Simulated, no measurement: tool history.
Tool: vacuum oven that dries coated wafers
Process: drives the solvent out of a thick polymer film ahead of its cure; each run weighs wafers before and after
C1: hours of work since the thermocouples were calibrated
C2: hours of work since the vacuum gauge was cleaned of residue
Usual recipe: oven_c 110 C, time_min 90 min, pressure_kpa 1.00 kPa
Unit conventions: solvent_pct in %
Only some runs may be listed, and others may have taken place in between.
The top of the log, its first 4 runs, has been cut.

{"run": 5, "hour": 250.0, "oven_c": 115, "time_min": 90, "pressure_kpa": 1.0, "C1": 1486, "C2": 75, "solvent_pct": 1.98}
{"run": 6, "hour": 287.3, "oven_c": 110, "time_min": 90, "pressure_kpa": 1.0, "C1": 1509, "C2": 98, "solvent_pct": 3.24}
{"run": 7, "hour": 341.4, "oven_c": 110, "time_min": 90, "pressure_kpa": 1.0, "C1": 1543, "C2": 132, "solvent_pct": 3.27}
{"run": 8, "hour": 373.2, "oven_c": 110, "time_min": 90, "pressure_kpa": 1.0, "C1": 1563, "C2": 152, "solvent_pct": 3.11}
{"hour": 388.6, "done": "oven's thermocouples calibrated"}
{"run": 9, "hour": 434.3, "oven_c": 110, "time_min": 90, "pressure_kpa": 1.0, "C1": 29, "C2": 190, "solvent_pct": 3.25}
{"run": 10, "hour": 471.0, "oven_c": 110, "time_min": 75, "pressure_kpa": 1.0, "C1": 52, "C2": 213, "solvent_pct": 3.88}
{"run": 11, "hour": 505.2, "oven_c": 110, "time_min": 75, "pressure_kpa": 1.0, "C1": 73, "C2": 234, "solvent_pct": 4.0}
{"run": 12, "hour": 564.7, "oven_c": 110, "time_min": 75, "pressure_kpa": 1.19, "C1": 111, "C2": 272, "solvent_pct": 4.27}
{"run": 13, "hour": 616.9, "oven_c": 110, "time_min": 90, "pressure_kpa": 1.0, "C1": 144, "C2": 304, "solvent_pct": 3.35}
{"run": 14, "hour": 684.8, "oven_c": 110, "time_min": 90, "pressure_kpa": 1.0, "C1": 186, "C2": 347, "solvent_pct": 3.3}
{"run": 15, "hour": 728.9, "oven_c": 121, "time_min": 90, "pressure_kpa": 1.0, "C1": 214, "C2": 375, "solvent_pct": 1.23}
{"run": 16, "hour": 760.4, "oven_c": 121, "time_min": 90, "pressure_kpa": 1.0, "C1": 234, "C2": 395, "solvent_pct": 1.18}
{"run": 17, "hour": 823.0, "oven_c": 110, "time_min": 90, "pressure_kpa": 1.0, "C1": 273, "C2": 434, "solvent_pct": 3.34}
{"run": 18, "hour": 866.1, "oven_c": 110, "time_min": 105, "pressure_kpa": 1.0, "C1": 300, "C2": 461, "solvent_pct": 2.73}
{"run": 19, "hour": 935.1, "oven_c": 110, "time_min": 105, "pressure_kpa": 1.0, "C1": 344, "C2": 505, "solvent_pct": 2.76}
{"run": 20, "hour": 977.1, "oven_c": 110, "time_min": 90, "pressure_kpa": 1.0, "C1": 370, "C2": 531, "solvent_pct": 3.22}
{"run": 21, "hour": 1025.1, "oven_c": 110, "time_min": 90, "pressure_kpa": 1.0, "C1": 401, "C2": 561, "solvent_pct": 3.25}
{"run": 22, "hour": 1080.3, "oven_c": 110, "time_min": 90, "pressure_kpa": 1.0, "C1": 435, "C2": 596, "solvent_pct": 3.19}
{"run": 23, "hour": 1142.6, "oven_c": 110, "time_min": 90, "pressure_kpa": 1.0, "C1": 474, "C2": 635, "solvent_pct": 3.25}
{"run": 24, "hour": 1200.4, "oven_c": 110, "time_min": 90, "pressure_kpa": 1.0, "C1": 511, "C2": 672, "solvent_pct": 3.27}
{"run": 25, "hour": 1251.1, "oven_c": 110, "time_min": 90, "pressure_kpa": 1.0, "C1": 543, "C2": 703, "solvent_pct": 3.15}

Run 26 is up next; what results do you expect?
{"run": 26, "hour": 1311.2, "oven_c": 107, "time_min": 63, "pressure_kpa": 2.95, "C1": 581, "C2": 741, "solvent_pct": "?"}

Run 26 measured solvent_pct 6.92 %.
If the tool had no hidden condition, the same run with the same run-to-run variation would have returned solvent_pct 6.93 %.
